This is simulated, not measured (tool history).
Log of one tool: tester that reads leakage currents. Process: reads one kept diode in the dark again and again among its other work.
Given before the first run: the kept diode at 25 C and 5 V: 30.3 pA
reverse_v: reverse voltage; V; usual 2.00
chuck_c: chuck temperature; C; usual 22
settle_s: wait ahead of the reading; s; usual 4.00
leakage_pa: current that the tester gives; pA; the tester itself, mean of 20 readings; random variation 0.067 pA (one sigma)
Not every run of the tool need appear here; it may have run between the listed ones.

run 1 day=0.000 | reverse_v=2.00 chuck_c=22 settle_s=4.00 | leakage_pa=22.04
run 2 day=1.817 | reverse_v=2.00 chuck_c=22 settle_s=4.00 | leakage_pa=22.32
-- day=2.238 probe card cleaned and baked
run 3 day=3.375 | reverse_v=2.00 chuck_c=22 settle_s=4.00 | leakage_pa=16.33
run 4 day=4.392 | reverse_v=2.00 chuck_c=22 settle_s=4.00 | leakage_pa=16.56
run 5 day=6.712 | reverse_v=2.00 chuck_c=22 settle_s=4.00 | leakage_pa=16.51
run 6 day=8.967 | reverse_v=2.00 chuck_c=22 settle_s=4.00 | leakage_pa=16.64
run 7 day=10.946 | reverse_v=2.00 chuck_c=22 settle_s=4.00 | leakage_pa=16.77
run 8 day=11.996 | reverse_v=2.00 chuck_c=22 settle_s=4.00 | leakage_pa=16.87
run 9 day=13.283 | reverse_v=2.00 chuck_c=22 settle_s=4.00 | leakage_pa=16.92
run 10 day=15.538 | reverse_v=2.00 chuck_c=22 settle_s=4.00 | leakage_pa=16.97
run 11 day=17.142 | reverse_v=2.00 chuck_c=22 settle_s=4.00 | leakage_pa=17.13
run 12 day=19.329 | reverse_v=2.00 chuck_c=22 settle_s=4.00 | leakage_pa=17.12
run 13 day=21.296 | reverse_v=2.00 chuck_c=23 settle_s=4.00 | leakage_pa=18.87
run 14 day=22.629 | reverse_v=2.00 chuck_c=22 settle_s=4.01 | leakage_pa=17.16
run 15 day=23.600 | reverse_v=2.00 chuck_c=22 settle_s=4.00 | leakage_pa=17.33
run 16 day=24.808 | reverse_v=2.00 chuck_c=22 settle_s=4.00 | leakage_pa=17.43
run 17 day=26.454 | reverse_v=2.00 chuck_c=22 settle_s=4.00 | leakage_pa=17.56
run 18 day=27.588 | reverse_v=2.00 chuck_c=22 settle_s=4.00 | leakage_pa=17.73
run 19 day=28.942 | reverse_v=2.00 chuck_c=22 settle_s=4.00 | leakage_pa=17.70
run 20 day=29.979 | reverse_v=2.00 chuck_c=22 settle_s=4.00 | leakage_pa=17.82
run 21 day=31.833 | reverse_v=1.84 chuck_c=22 settle_s=4.00 | leakage_pa=17.08
run 22 day=32.792 | reverse_v=1.84 chuck_c=22 settle_s=4.00 | leakage_pa=17.23
run 23 day=34.075 | reverse_v=1.84 chuck_c=22 settle_s=4.00 | leakage_pa=17.32
run 24 day=35.079 | reverse_v=2.00 chuck_c=22 settle_s=1.24 | leakage_pa=18.23
-- day=35.350 chuck's temperature calibrated
run 25 day=37.442 | reverse_v=11.79 chuck_c=22 settle_s=4.00 | leakage_pa=42.63
run 26 day=39.508 | reverse_v=1.27 chuck_c=34 settle_s=0.33 | leakage_pa=36.86
run 27 day=40.992 | reverse_v=17.52 chuck_c=35 settle_s=0.66 | leakage_pa=156.43
run 28 day=42.296 | reverse_v=3.76 chuck_c=21 settle_s=8.31 | leakage_pa=20.85
run 29 day=43.521 | reverse_v=3.76 chuck_c=42 settle_s=0.36 | leakage_pa=124.48
run 30 day=44.929 | reverse_v=2.63 chuck_c=26 settle_s=4.00 | leakage_pa=26.61
run 31 day=46.467 | reverse_v=2.63 chuck_c=26 settle_s=4.00 | leakage_pa=26.81
run 32 day=48.050 | reverse_v=13.29 chuck_c=48 settle_s=4.00 | leakage_pa=376.52
run 33 day=49.104 | reverse_v=9.14 chuck_c=60 settle_s=4.00 | leakage_pa=779.06
run 34 day=50.667 | reverse_v=9.14 chuck_c=24 settle_s=0.54 | leakage_pa=48.86
run 35 day=52.333 | reverse_v=17.39 chuck_c=24 settle_s=1.24 | leakage_pa=69.44
run 36 day=54.146 | reverse_v=17.39 chuck_c=24 settle_s=1.24 | leakage_pa=70.41
run 37 day=55.662 | reverse_v=6.75 chuck_c=38 settle_s=8.88 | leakage_pa=121.13
run 38 day=57.992 | reverse_v=14.03 chuck_c=55 settle_s=4.00 | leakage_pa=669.62
run 39 day=59.071 | reverse_v=10.70 chuck_c=23 settle_s=0.35 | leakage_pa=54.65
run 40 day=60.708 | reverse_v=1.70 chuck_c=45 settle_s=0.45 | leakage_pa=108.56
run 41 day=62.317 | reverse_v=1.70 chuck_c=45 settle_s=0.53 | leakage_pa=108.15

Per-run results on a tool with no hidden state, each run keeping its own random variation:
What the log doesn't record here: stray current of the dirty probe card, pA a volt; current scale over the true one, %; true chuck temperature over the reading, C; drift of the gauge itself on leakage_pa, %.
run=1 leakage_pa=14.64
run=2 leakage_pa=14.81
run=3 leakage_pa=14.70
run=4 leakage_pa=14.87
run=5 leakage_pa=14.71
run=6 leakage_pa=14.73
run=7 leakage_pa=14.75
run=8 leakage_pa=14.80
run=9 leakage_pa=14.78
run=10 leakage_pa=14.74
run=11 leakage_pa=14.81
run=12 leakage_pa=14.69
run=13 leakage_pa=16.16
run=14 leakage_pa=14.57
run=15 leakage_pa=14.67
run=16 leakage_pa=14.72
run=17 leakage_pa=14.74
run=18 leakage_pa=14.84
run=19 leakage_pa=14.75
run=20 leakage_pa=14.81
run=21 leakage_pa=14.14
run=22 leakage_pa=14.25
run=23 leakage_pa=14.27
run=24 leakage_pa=14.97
run=25 leakage_pa=35.72
run=26 leakage_pa=36.14
run=27 leakage_pa=145.00
run=28 leakage_pa=18.28
run=29 leakage_pa=121.65
run=30 leakage_pa=24.61
run=31 leakage_pa=24.70
run=32 leakage_pa=364.13
run=33 leakage_pa=767.43
run=34 leakage_pa=41.00
run=35 leakage_pa=54.10
run=36 leakage_pa=54.32
run=37 leakage_pa=113.48
run=38 leakage_pa=647.60
run=39 leakage_pa=43.62
run=40 leakage_pa=105.10
run=41 leakage_pa=104.51
